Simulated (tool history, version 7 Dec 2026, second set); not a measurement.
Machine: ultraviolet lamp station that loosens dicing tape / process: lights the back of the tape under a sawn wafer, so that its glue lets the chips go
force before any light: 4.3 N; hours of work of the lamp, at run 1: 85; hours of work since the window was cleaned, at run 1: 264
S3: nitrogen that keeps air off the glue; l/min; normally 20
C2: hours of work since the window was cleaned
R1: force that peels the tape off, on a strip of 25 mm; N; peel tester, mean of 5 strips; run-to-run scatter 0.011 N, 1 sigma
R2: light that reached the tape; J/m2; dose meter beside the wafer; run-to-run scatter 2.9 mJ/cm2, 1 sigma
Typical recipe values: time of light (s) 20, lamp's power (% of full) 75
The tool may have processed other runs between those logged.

run 1 hour=0 | time_of_light_(s)=20 lamp's_power_(%_of_full)=75 S3=20 | hours_of_work_of_the_lamp=85 C2=264 | R1=0.614 R2=3650
run 2 hour=8 | time_of_light_(s)=20 lamp's_power_(%_of_full)=75 S3=20 | hours_of_work_of_the_lamp=88 C2=268 | R1=0.613 R2=3600
run 3 hour=16.4 | time_of_light_(s)=20 lamp's_power_(%_of_full)=75 S3=20 | hours_of_work_of_the_lamp=92 C2=271 | R1=0.614 R2=3570
run 4 hour=31.1 | time_of_light_(s)=20 lamp's_power_(%_of_full)=75 S3=20 | hours_of_work_of_the_lamp=98 C2=277 | R1=0.608 R2=3560
run 5 hour=38.2 | time_of_light_(s)=25 lamp's_power_(%_of_full)=75 S3=20 | hours_of_work_of_the_lamp=101 C2=280 | R1=0.392 R2=4450
run 6 hour=48.8 | time_of_light_(s)=20 lamp's_power_(%_of_full)=75 S3=9 | hours_of_work_of_the_lamp=105 C2=284 | R1=1.039 R2=3550
run 7 hour=61.4 | time_of_light_(s)=20 lamp's_power_(%_of_full)=75 S3=9 | hours_of_work_of_the_lamp=110 C2=289 | R1=1.098 R2=3550
run 8 hour=75.4 | time_of_light_(s)=20 lamp's_power_(%_of_full)=75 S3=9 | hours_of_work_of_the_lamp=116 C2=295 | R1=1.091 R2=3560
run 9 hour=90.1 | time_of_light_(s)=20 lamp's_power_(%_of_full)=75 S3=9 | hours_of_work_of_the_lamp=122 C2=301 | R1=1.075 R2=3530
run 10 hour=102.3 | time_of_light_(s)=20 lamp's_power_(%_of_full)=75 S3=7 | hours_of_work_of_the_lamp=126 C2=306 | R1=1.188 R2=3520
run 11 hour=111.6 | time_of_light_(s)=20 lamp's_power_(%_of_full)=75 S3=12 | hours_of_work_of_the_lamp=130 C2=309 | R1=0.903 R2=3500
run 12 hour=118.7 | time_of_light_(s)=20 lamp's_power_(%_of_full)=75 S3=12 | hours_of_work_of_the_lamp=133 C2=312 | R1=0.863 R2=3510
run 13 hour=132.1 | time_of_light_(s)=20 lamp's_power_(%_of_full)=75 S3=12 | hours_of_work_of_the_lamp=138 C2=318 | R1=0.893 R2=3500
run 14 hour=143.8 | time_of_light_(s)=20 lamp's_power_(%_of_full)=75 S3=12 | hours_of_work_of_the_lamp=143 C2=322 | R1=0.901 R2=3460
run 15 hour=156.2 | time_of_light_(s)=20 lamp's_power_(%_of_full)=75 S3=10 | hours_of_work_of_the_lamp=148 C2=327 | R1=0.995 R2=3490
run 16 hour=170.1 | time_of_light_(s)=20 lamp's_power_(%_of_full)=75 S3=20 | hours_of_work_of_the_lamp=154 C2=333 | R1=0.65 R2=3490
run 17 hour=179.2 | time_of_light_(s)=19 lamp's_power_(%_of_full)=75 S3=20 | hours_of_work_of_the_lamp=157 C2=337 | R1=0.71 R2=3300
run 18 hour=186.1 | time_of_light_(s)=19 lamp's_power_(%_of_full)=75 S3=20 | hours_of_work_of_the_lamp=160 C2=339 | R1=0.701 R2=3290
run 19 hour=198.6 | time_of_light_(s)=19 lamp's_power_(%_of_full)=67 S3=20 | hours_of_work_of_the_lamp=165 C2=344 | R1=0.842 R2=2910
run 20 hour=206.9 | time_of_light_(s)=19 lamp's_power_(%_of_full)=67 S3=20 | hours_of_work_of_the_lamp=169 C2=348 | R1=0.846 R2=2950
run 21 hour=213.8 | time_of_light_(s)=19 lamp's_power_(%_of_full)=67 S3=20 | hours_of_work_of_the_lamp=171 C2=350 | R1=0.868 R2=2950
run 22 hour=228.1 | time_of_light_(s)=19 lamp's_power_(%_of_full)=67 S3=20 | hours_of_work_of_the_lamp=177 C2=356 | R1=0.844 R2=2940
run 23 hour=238.5 | time_of_light_(s)=21 lamp's_power_(%_of_full)=75 S3=34 | hours_of_work_of_the_lamp=181 C2=360 | R1=0.426 R2=3570
run 24 hour=252.7 | time_of_light_(s)=37 lamp's_power_(%_of_full)=72 S3=20 | hours_of_work_of_the_lamp=187 C2=366 | R1=0.233 R2=6070
-- hour=256.8 window cleaned of glue's vapour
run 25 hour=259.8 | time_of_light_(s)=31 lamp's_power_(%_of_full)=72 S3=19 | hours_of_work_of_the_lamp=190 C2=1 | R1=0.379 R2=4630
run 26 hour=269.5 | time_of_light_(s)=31 lamp's_power_(%_of_full)=64 S3=9 | hours_of_work_of_the_lamp=194 C2=5 | R1=0.825 R2=4160
run 27 hour=282.5 | time_of_light_(s)=22 lamp's_power_(%_of_full)=64 S3=18 | hours_of_work_of_the_lamp=199 C2=10 | R1=0.928 R2=2910
run 28 hour=294.4 | time_of_light_(s)=22 lamp's_power_(%_of_full)=64 S3=18 | hours_of_work_of_the_lamp=204 C2=15 | R1=0.896 R2=2960
run 29 hour=302.6 | time_of_light_(s)=22 lamp's_power_(%_of_full)=64 S3=18 | hours_of_work_of_the_lamp=207 C2=18 | R1=0.884 R2=2940
run 30 hour=310.5 | time_of_light_(s)=22 lamp's_power_(%_of_full)=79 S3=14 | hours_of_work_of_the_lamp=210 C2=22 | R1=0.771 R2=3580
run 31 hour=318.3 | time_of_light_(s)=22 lamp's_power_(%_of_full)=79 S3=14 | hours_of_work_of_the_lamp=213 C2=25 | R1=0.744 R2=3570
run 32 hour=330.6 | time_of_light_(s)=20 lamp's_power_(%_of_full)=68 S3=40 | hours_of_work_of_the_lamp=218 C2=30 | R1=0.6 R2=2810
-- hour=333.9 window cleaned of glue's vapour, once more
run 33 hour=340.6 | time_of_light_(s)=20 lamp's_power_(%_of_full)=68 S3=40 | hours_of_work_of_the_lamp=222 C2=3 | R1=0.41 R2=3410
run 34 hour=351.8 | time_of_light_(s)=32 lamp's_power_(%_of_full)=69 S3=36 | hours_of_work_of_the_lamp=227 C2=7 | R1=0.172 R2=5610
run 35 hour=361.3 | time_of_light_(s)=18 lamp's_power_(%_of_full)=61 S3=9 | hours_of_work_of_the_lamp=230 C2=11 | R1=1.344 R2=2770
run 36 hour=368.6 | time_of_light_(s)=20 lamp's_power_(%_of_full)=90 S3=9 | hours_of_work_of_the_lamp=233 C2=14 | R1=0.736 R2=4540
run 37 hour=379 | time_of_light_(s)=25 lamp's_power_(%_of_full)=73 S3=9 | hours_of_work_of_the_lamp=237 C2=18 | R1=0.731 R2=4610
run 38 hour=393.1 | time_of_light_(s)=25 lamp's_power_(%_of_full)=73 S3=9 | hours_of_work_of_the_lamp=243 C2=24 | R1=0.689 R2=4520
run 39 hour=402.5 | time_of_light_(s)=25 lamp's_power_(%_of_full)=73 S3=9 | hours_of_work_of_the_lamp=247 C2=28 | R1=0.742 R2=4590
run 40 hour=413.5 | time_of_light_(s)=31 lamp's_power_(%_of_full)=67 S3=6 | hours_of_work_of_the_lamp=251 C2=32 | R1=0.776 R2=5220
run 41 hour=422.1 | time_of_light_(s)=20 lamp's_power_(%_of_full)=73 S3=7 | hours_of_work_of_the_lamp=255 C2=36 | R1=1.158 R2=3640
run 42 hour=435.4 | time_of_light_(s)=20 lamp's_power_(%_of_full)=73 S3=9 | hours_of_work_of_the_lamp=260 C2=41 | R1=1.024 R2=3640

Measured minus without-hidden-state, run by run (identical run-to-run variation in each term; gauge scatter may differ):
The hidden state here: lamp's light, % of a new lamp's; light that the window lets through, % of a clean one's; drift of the gauge itself on peel_n, %; drift of the gauge itself on dose_mj_cm2, %.
run=1 R1=+0.125 R2=-490
run=2 R1=+0.127 R2=-490
run=3 R1=+0.131 R2=-500
run=4 R1=+0.131 R2=-510
run=5 R1=+0.092 R2=-650
run=6 R1=+0.184 R2=-530
run=7 R1=+0.198 R2=-540
run=8 R1=+0.203 R2=-550
run=9 R1=+0.203 R2=-560
run=10 R1=+0.21 R2=-570
run=11 R1=+0.192 R2=-580
run=12 R1=+0.185 R2=-580
run=13 R1=+0.195 R2=-600
run=14 R1=+0.2 R2=-600
run=15 R1=+0.211 R2=-610
run=16 R1=+0.168 R2=-630
run=17 R1=+0.181 R2=-600
run=18 R1=+0.18 R2=-610
run=19 R1=+0.207 R2=-560
run=20 R1=+0.21 R2=-560
run=21 R1=+0.215 R2=-560
run=22 R1=+0.216 R2=-570
run=23 R1=+0.129 R2=-730
run=24 R1=+0.064 R2=-1250
run=25 R1=+0.154 R2=-1390
run=26 R1=+0.296 R2=-1260
run=27 R1=+0.326 R2=-890
run=28 R1=+0.322 R2=-910
run=29 R1=+0.317 R2=-920
run=30 R1=+0.291 R2=-1130
run=31 R1=+0.285 R2=-1140
run=32 R1=+0.247 R2=-910
run=33 R1=+0.052 R2=-240
run=34 R1=+0.017 R2=-410
run=35 R1=+0.104 R2=-210
run=36 R1=+0.085 R2=-350
run=37 R1=+0.087 R2=-370
run=38 R1=+0.087 R2=-380
run=39 R1=+0.096 R2=-390
run=40 R1=+0.1 R2=-460
run=41 R1=+0.123 R2=-330
run=42 R1=+0.122 R2=-340

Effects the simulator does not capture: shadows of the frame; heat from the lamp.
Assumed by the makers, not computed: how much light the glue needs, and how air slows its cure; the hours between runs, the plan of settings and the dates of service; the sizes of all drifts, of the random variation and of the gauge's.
